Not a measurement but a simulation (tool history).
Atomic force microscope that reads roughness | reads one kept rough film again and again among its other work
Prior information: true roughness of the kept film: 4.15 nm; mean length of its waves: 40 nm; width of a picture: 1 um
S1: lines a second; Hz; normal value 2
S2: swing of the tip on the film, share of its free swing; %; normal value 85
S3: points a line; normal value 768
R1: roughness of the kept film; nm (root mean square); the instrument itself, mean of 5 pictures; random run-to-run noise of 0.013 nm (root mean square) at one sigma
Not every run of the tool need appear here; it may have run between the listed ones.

{"run": 1, "hour": 0.0, "S1": 2, "S2": 85, "S3": 768, "R1": 3.139}
{"run": 2, "hour": 17.0, "S1": 2, "S2": 85, "S3": 768, "R1": 3.104}
{"hour": 32.8, "done": "new tip fitted"}
{"run": 3, "hour": 36.4, "S1": 2, "S2": 85, "S3": 982, "R1": 3.144}
{"run": 4, "hour": 46.7, "S1": 2, "S2": 80, "S3": 768, "R1": 3.259}
{"run": 5, "hour": 60.2, "S1": 2, "S2": 85, "S3": 768, "R1": 3.116}
{"run": 6, "hour": 80.5, "S1": 2, "S2": 85, "S3": 768, "R1": 3.114}
{"run": 7, "hour": 89.3, "S1": 2, "S2": 89, "S3": 768, "R1": 2.998}
{"run": 8, "hour": 99.2, "S1": 2, "S2": 85, "S3": 744, "R1": 3.118}
{"run": 9, "hour": 118.1, "S1": 1.23, "S2": 85, "S3": 768, "R1": 3.389}
{"run": 10, "hour": 138.3, "S1": 2, "S2": 85, "S3": 768, "R1": 3.122}
{"run": 11, "hour": 151.1, "S1": 2, "S2": 85, "S3": 768, "R1": 3.116}
{"run": 12, "hour": 170.8, "S1": 2, "S2": 85, "S3": 768, "R1": 3.123}
{"run": 13, "hour": 180.1, "S1": 2, "S2": 85, "S3": 768, "R1": 3.101}
{"run": 14, "hour": 191.5, "S1": 2, "S2": 85, "S3": 768, "R1": 3.11}
{"run": 15, "hour": 201.2, "S1": 2, "S2": 85, "S3": 768, "R1": 3.104}
{"run": 16, "hour": 220.2, "S1": 0.64, "S2": 85, "S3": 768, "R1": 3.63}
{"hour": 233.6, "done": "new tip fitted"}
{"run": 17, "hour": 239.7, "S1": 2, "S2": 56, "S3": 768, "R1": 3.732}
{"run": 18, "hour": 257.8, "S1": 2, "S2": 56, "S3": 768, "R1": 3.768}
{"run": 19, "hour": 269.5, "S1": 2, "S2": 56, "S3": 768, "R1": 3.729}
{"run": 20, "hour": 282.6, "S1": 2, "S2": 56, "S3": 768, "R1": 3.755}
{"run": 21, "hour": 293.9, "S1": 2, "S2": 56, "S3": 768, "R1": 3.767}
{"run": 22, "hour": 307.7, "S1": 1.22, "S2": 86, "S3": 456, "R1": 3.378}
{"run": 23, "hour": 316.8, "S1": 1.59, "S2": 59, "S3": 988, "R1": 3.752}
{"run": 24, "hour": 327.9, "S1": 1.59, "S2": 59, "S3": 988, "R1": 3.728}
{"run": 25, "hour": 347.1, "S1": 1.59, "S2": 59, "S3": 988, "R1": 3.753}
{"run": 26, "hour": 364.1, "S1": 1.59, "S2": 59, "S3": 988, "R1": 3.771}
{"run": 27, "hour": 382.9, "S1": 1.05, "S2": 65, "S3": 624, "R1": 3.789}
{"run": 28, "hour": 403.2, "S1": 1.05, "S2": 65, "S3": 624, "R1": 3.744}
{"run": 29, "hour": 423.9, "S1": 1.05, "S2": 65, "S3": 624, "R1": 3.744}
{"hour": 434.6, "done": "new tip fitted"}
{"run": 30, "hour": 440.8, "S1": 1.05, "S2": 65, "S3": 624, "R1": 3.793}
{"run": 31, "hour": 456.7, "S1": 1.57, "S2": 74, "S3": 427, "R1": 3.539}
{"run": 32, "hour": 476.0, "S1": 1.57, "S2": 74, "S3": 427, "R1": 3.527}
{"run": 33, "hour": 492.4, "S1": 2, "S2": 68, "S3": 768, "R1": 3.546}
{"run": 34, "hour": 504.2, "S1": 1.85, "S2": 87, "S3": 460, "R1": 3.09}
{"run": 35, "hour": 522.2, "S1": 2, "S2": 89, "S3": 520, "R1": 3.008}
{"run": 36, "hour": 531.9, "S1": 1.7, "S2": 73, "S3": 426, "R1": 3.506}
{"run": 37, "hour": 543.0, "S1": 2, "S2": 57, "S3": 394, "R1": 3.715}
{"run": 38, "hour": 555.1, "S1": 2, "S2": 56, "S3": 768, "R1": 3.78}
{"run": 39, "hour": 571.4, "S1": 2, "S2": 74, "S3": 308, "R1": 3.405}
{"run": 40, "hour": 581.9, "S1": 2, "S2": 74, "S3": 308, "R1": 3.395}

Consider 4 possible next runs. They are alternatives, not a sequence: every one starts from the tool as it was left by run 40. What does each give?
{"run": "A", "hour": 598.6, "S1": 1.58, "S2": 59, "S3": 365, "R1": "?"}
{"run": "B", "hour": 598.6, "S1": 2.38, "S2": 88, "S3": 308, "R1": "?"}
{"run": "C", "hour": 598.6, "S1": 1.43, "S2": 57, "S3": 927, "R1": "?"}
{"run": "D", "hour": 598.6, "S1": 2.39, "S2": 74, "S3": 374, "R1": "?"}

run=A R1=3.72
run=B R1=2.891
run=C R1=3.805
run=D R1=3.325
The same runs, with their run-to-run variation unchanged, on a tool lacking any hidden condition would have given:
run=A R1=3.726
run=B R1=2.896
run=C R1=3.811
run=D R1=3.331
